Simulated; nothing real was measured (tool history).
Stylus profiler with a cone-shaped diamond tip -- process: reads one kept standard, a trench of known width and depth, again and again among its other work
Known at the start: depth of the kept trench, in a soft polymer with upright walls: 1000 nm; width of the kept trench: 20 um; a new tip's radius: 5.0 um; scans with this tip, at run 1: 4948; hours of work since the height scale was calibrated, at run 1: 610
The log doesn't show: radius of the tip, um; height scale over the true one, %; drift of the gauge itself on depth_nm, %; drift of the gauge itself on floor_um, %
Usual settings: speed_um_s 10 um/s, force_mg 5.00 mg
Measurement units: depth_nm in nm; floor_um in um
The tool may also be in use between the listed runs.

run,hour,speed_um_s,force_mg,scans with this tip,hours of work since the height scale was calibrated,depth_nm,floor_um
1,0.0,10,5.00,4948,610,1011.80,11.92
2,87.8,10,6.19,5398,666,1014.13,11.81
3,154.6,10,6.19,5741,708,1013.89,11.62
4,230.7,10,4.96,6131,756,1011.74,11.56
5,336.3,10,5.00,6673,823,1011.81,11.38
6,416.4,10,5.00,7084,873,1011.56,11.24
7,494.2,10,3.34,7483,923,1008.57,11.09
8,599.5,10,3.34,8023,989,1008.33,10.94
9,652.3,10,3.34,8294,1023,1008.43,10.92
10,744.3,10,5.00,8766,1081,1011.28,10.75
11,802.0,10,5.00,9062,1117,1011.46,10.62
# hour 830.3: height scale calibrated on a step standard
12,899.1,10,5.00,9558,44,1010.51,10.47
13,955.0,6,5.00,9845,79,1010.06,10.44
14,1051.2,10,5.00,10338,140,1010.23,10.25
15,1147.9,10,2.09,10834,201,1004.14,10.09
# hour 1209.9: height scale calibrated on a step standard, once more
16,1209.9,10,3.17,11150,0,1009.78,9.98
17,1269.8,10,3.17,11457,38,1009.61,9.97
18,1387.9,10,3.17,12062,113,1009.41,9.77
19,1483.6,10,3.17,12553,173,1009.45,9.61
20,1556.2,10,5.00,12926,219,1012.87,9.58
21,1657.5,5,5.00,13446,283,1012.90,9.41
22,1758.7,10,5.00,13965,347,1012.76,9.25
23,1843.9,10,5.00,14402,401,1012.86,9.17
24,1943.2,10,5.00,14911,464,1012.68,9.03
25,2011.3,10,5.00,15260,507,1012.42,8.95
26,2107.9,24,2.58,15756,568,1007.38,8.79
27,2205.5,24,2.58,16257,630,1007.49,8.65
28,2271.4,24,12.56,16595,671,1023.61,8.52
29,2342.0,24,12.56,16957,716,1023.52,8.54
30,2398.8,4,4.32,17248,752,1010.66,8.40
# hour 2458.6: new tip fitted, height scale calibrated
31,2494.7,6,10.04,185,23,1020.79,13.95
32,2547.3,3,14.61,455,56,1026.68,13.81
33,2616.1,3,14.61,808,100,1026.74,13.69
34,2704.4,10,7.63,1261,155,1017.04,13.45
35,2808.8,4,5.72,1796,221,1013.89,13.21
36,2864.1,14,2.82,2080,256,1008.27,13.05
37,2951.8,3,12.02,2530,312,1023.12,12.92
38,3034.7,4,4.02,2955,364,1010.43,12.78
39,3114.6,4,4.02,3365,415,1010.38,12.61
40,3166.0,10,2.02,3629,447,1006.43,12.49
41,3237.4,10,2.02,3995,492,1006.48,12.34
42,3354.6,10,2.02,4596,567,1006.40,12.15
43,3452.6,8,12.49,5099,629,1023.29,11.94
44,3566.0,8,12.54,5681,700,1022.93,11.81
45,3658.5,8,12.54,6155,759,1023.20,11.58
46,3744.5,32,6.84,6596,813,1014.87,11.39
47,3828.2,17,2.08,7025,866,1005.78,11.32

Here are 3 independent what-if runs from the current tool condition. What would each one return?
A,3935.3,10,7.60,7575,934,?,?
B,3935.3,10,2.67,7575,934,?,?
C,3935.3,4,5.32,7575,934,?,?

run,depth_nm,floor_um
A,1016.02,11.18
B,1007.09,11.16
C,1012.01,11.11
Without the tool's unlogged condition, the same runs would have read:
run,depth_nm,floor_um
A,1017.88,14.04
B,1008.93,14.02
C,1013.86,13.97

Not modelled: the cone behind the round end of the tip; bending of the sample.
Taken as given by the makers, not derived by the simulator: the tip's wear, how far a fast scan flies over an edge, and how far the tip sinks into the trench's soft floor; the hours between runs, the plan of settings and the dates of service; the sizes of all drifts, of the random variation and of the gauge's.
